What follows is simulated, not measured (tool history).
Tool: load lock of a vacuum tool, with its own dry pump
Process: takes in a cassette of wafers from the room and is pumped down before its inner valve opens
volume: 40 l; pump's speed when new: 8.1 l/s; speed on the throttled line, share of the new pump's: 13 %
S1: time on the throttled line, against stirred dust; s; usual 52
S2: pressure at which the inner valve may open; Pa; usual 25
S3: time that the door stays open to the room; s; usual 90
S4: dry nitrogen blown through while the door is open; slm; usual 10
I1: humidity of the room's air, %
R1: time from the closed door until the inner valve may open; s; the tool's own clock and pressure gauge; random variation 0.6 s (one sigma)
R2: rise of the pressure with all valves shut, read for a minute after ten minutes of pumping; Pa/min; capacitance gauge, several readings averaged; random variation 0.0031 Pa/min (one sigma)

Run 1, hour 0.0: usual settings; I1 41.9. Result: R1 89.9 s, R2 0.372 Pa/min.
Run 2, hour 139.6: usual settings; I1 43.8. Result: R1 90.8 s, R2 0.379 Pa/min.
Run 3, hour 365.4: usual settings; I1 44.1. Result: R1 89.4 s, R2 0.389 Pa/min.
Run 4, hour 550.5: usual settings; I1 46.7. Result: R1 90.0 s, R2 0.387 Pa/min.
Run 5, hour 809.8: usual settings; I1 45.9. Result: R1 90.6 s, R2 0.413 Pa/min.
Run 6, hour 931.2: usual settings; I1 44.6. Result: R1 90.6 s, R2 0.428 Pa/min.
Run 7, hour 1049.1: usual settings; I1 40.9. Result: R1 92.1 s, R2 0.418 Pa/min.
Run 8, hour 1246.7: usual settings; I1 42.6. Result: R1 90.4 s, R2 0.423 Pa/min.
Run 9, hour 1400.7: usual settings but S3 40 s; I1 44.4. Result: R1 90.7 s, R2 0.418 Pa/min.
Run 10, hour 1653.8: usual settings but S3 40 s; I1 45.2. Result: R1 90.8 s, R2 0.438 Pa/min.
Run 11, hour 1869.3: usual settings but S2 31 Pa; I1 45.7. Result: R1 89.9 s, R2 0.468 Pa/min.
Run 12, hour 1989.6: usual settings but S2 31 Pa; I1 46.4. Result: R1 89.5 s, R2 0.472 Pa/min.
Run 13, hour 2133.0: usual settings but S4 24 slm; I1 46.7. Result: R1 89.9 s, R2 0.471 Pa/min.
Run 14, hour 2328.6: usual settings; I1 42.3. Result: R1 91.4 s, R2 0.491 Pa/min.
Run 15, hour 2483.8: usual settings; I1 44.4. Result: R1 90.2 s, R2 0.499 Pa/min.
Run 16, hour 2681.2: usual settings; I1 45.3. Result: R1 91.6 s, R2 0.520 Pa/min.
Run 17, hour 2904.5: usual settings; I1 44.4. Result: R1 91.1 s, R2 0.529 Pa/min.
Run 18, hour 3146.2: usual settings; I1 46.5. Result: R1 91.4 s, R2 0.545 Pa/min.
Run 19, hour 3367.5: usual settings but S2 35 Pa, S3 33 s, S4 4 slm; I1 43.4. Result: R1 89.7 s, R2 0.523 Pa/min.
Run 20, hour 3499.7: usual settings but S2 35 Pa, S3 33 s, S4 4 slm; I1 41.7. Result: R1 90.9 s, R2 0.536 Pa/min.
Run 21, hour 3676.0: usual settings but S1 55 s, S3 35 s; I1 45.6. Result: R1 95.3 s, R2 0.549 Pa/min.
At hour 3714.4: door's seal changed, seat wiped.
Run 22, hour 3869.6: usual settings but S1 55 s, S3 35 s; I1 45.4. Result: R1 93.8 s, R2 0.037 Pa/min.
Run 23, hour 4046.6: usual settings but S1 55 s, S3 45 s, S4 19 slm; I1 47.6. Result: R1 94.2 s, R2 0.041 Pa/min.
Run 24, hour 4237.7: usual settings but S4 5 slm; I1 45.9. Result: R1 91.4 s, R2 0.073 Pa/min.
Run 25, hour 4481.6: usual settings but S3 193 s, S4 22 slm; I1 44.4. Result: R1 92.1 s, R2 0.083 Pa/min.
Run 26, hour 4691.3: usual settings but S1 55 s, S2 18 Pa, S3 56 s, S4 21 slm; I1 48.7. Result: R1 97.0 s, R2 0.056 Pa/min.
Run 27, hour 4943.9: usual settings but S1 85 s, S2 36 Pa; I1 47.3. Result: R1 117.4 s, R2 0.084 Pa/min.
Run 28, hour 5162.4: usual settings; I1 45.5. Result: R1 93.0 s, R2 0.079 Pa/min.
Run 29, hour 5311.9: usual settings but S1 54 s, S2 21 Pa; I1 45.6. Result: R1 95.6 s, R2 0.088 Pa/min.
Run 30, hour 5575.0: usual settings but S1 54 s, S2 21 Pa, S3 151 s; I1 47.3. Result: R1 95.1 s, R2 0.112 Pa/min.
Run 31, hour 5807.4: usual settings but S1 44 s, S3 28 s, S4 6 slm; I1 42.8. Result: R1 86.1 s, R2 0.061 Pa/min.
Run 32, hour 5919.4: usual settings but S1 58 s, S2 42 Pa, S3 35 s; I1 46.4. Result: R1 95.3 s, R2 0.066 Pa/min.
Run 33, hour 6053.8: usual settings but S3 28 s; I1 43.8. Result: R1 93.6 s, R2 0.057 Pa/min.

Measured less the same run without the tool's hidden state. The same run-to-run variation is in both; the gauge's scatter may not be:
The hidden state here: pump's speed, % of a new pump's; leak at the door's seal, Pa l/s; drift of the gauge itself on ready_s, %; drift of the gauge itself on rise_pa_min, %.
run    R1      R2
  1  +4.1  +0.315
  2  +4.1  +0.321
  3  +4.2  +0.328
  4  +4.3  +0.328
  5  +4.5  +0.352
  6  +4.5  +0.362
  7  +4.6  +0.362
  8  +4.6  +0.368
  9  +4.8  +0.377
 10  +4.8  +0.396
 11  +4.9  +0.407
 12  +4.9  +0.406
 13  +5.0  +0.421
 14  +5.2  +0.431
 15  +5.2  +0.433
 16  +5.4  +0.453
 17  +5.6  +0.462
 18  +5.7  +0.477
 19  +5.4  +0.484
 20  +5.6  +0.503
 21  +5.8  +0.510
 22  +5.8  +0.001
 23  +6.0  +0.003
 24  +6.2  +0.005
 25  +6.3  +0.008
 26  +6.7  +0.010
 27  +5.3  +0.014
 28  +6.8  +0.017
 29  +7.0  +0.020
 30  +7.2  +0.024
 31  +7.2  +0.026
 32  +6.5  +0.029
 33  +7.3  +0.031
